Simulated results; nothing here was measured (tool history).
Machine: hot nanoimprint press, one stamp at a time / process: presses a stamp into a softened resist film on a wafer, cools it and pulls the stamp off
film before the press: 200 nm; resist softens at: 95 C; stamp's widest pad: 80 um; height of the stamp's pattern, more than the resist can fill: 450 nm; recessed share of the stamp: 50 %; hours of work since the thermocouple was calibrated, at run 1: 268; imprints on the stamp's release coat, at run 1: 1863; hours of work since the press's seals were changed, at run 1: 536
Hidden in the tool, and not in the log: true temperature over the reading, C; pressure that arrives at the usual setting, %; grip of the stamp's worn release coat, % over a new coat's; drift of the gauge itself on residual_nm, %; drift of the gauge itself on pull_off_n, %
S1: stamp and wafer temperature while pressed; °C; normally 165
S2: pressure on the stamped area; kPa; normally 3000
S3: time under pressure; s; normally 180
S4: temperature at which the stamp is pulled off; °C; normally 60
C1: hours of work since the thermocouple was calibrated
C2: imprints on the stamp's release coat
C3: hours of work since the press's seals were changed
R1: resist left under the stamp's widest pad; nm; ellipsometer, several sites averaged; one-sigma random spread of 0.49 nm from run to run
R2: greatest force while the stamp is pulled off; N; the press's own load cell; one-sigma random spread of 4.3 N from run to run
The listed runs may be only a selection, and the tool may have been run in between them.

run	day	S1	S2	S3	S4	C1	C2	C3	R1	R2
1	0	165	3000	180	60	268	1863	536	89.1	415
2	0.688	165	3000	180	60	275	1897	543	90.4	436
3	1.546	171	3000	180	60	284	1939	552	69.4	436
4	2.425	165	3000	149	60	292	1983	560	95.5	427
5	3.071	174	3000	180	60	299	2014	567	63.8	448
6	3.829	165	3000	180	54	306	2052	574	89	468
7	4.625	168	3000	180	60	314	2091	582	78.8	453
8	5.354	170	3000	180	60	321	2127	589	72.6	454
9	6.796	157	3260	166	48	335	2198	604	121.2	502
10	7.871	157	3260	166	48	346	2251	614	120.8	501
11	9.092	157	3260	166	48	358	2311	626	119.5	502
12	9.85	158	3000	124	46	366	2348	634	130.4	531

Branching from run 12: 3 alternative next runs. What would each branch give?
A	10.933	158	3000	124	55	376	2402	645	?	?
B	10.933	162	3140	180	60	376	2402	645	?	?
C	10.933	165	3000	183	54	376	2402	645	?	?

run	R1	R2
A	129	493
B	97.6	478
C	87.5	508
Without the tool's hidden state the same runs would have given:
run	R1	R2
A	133.3	212
B	101.2	205
C	90.7	218
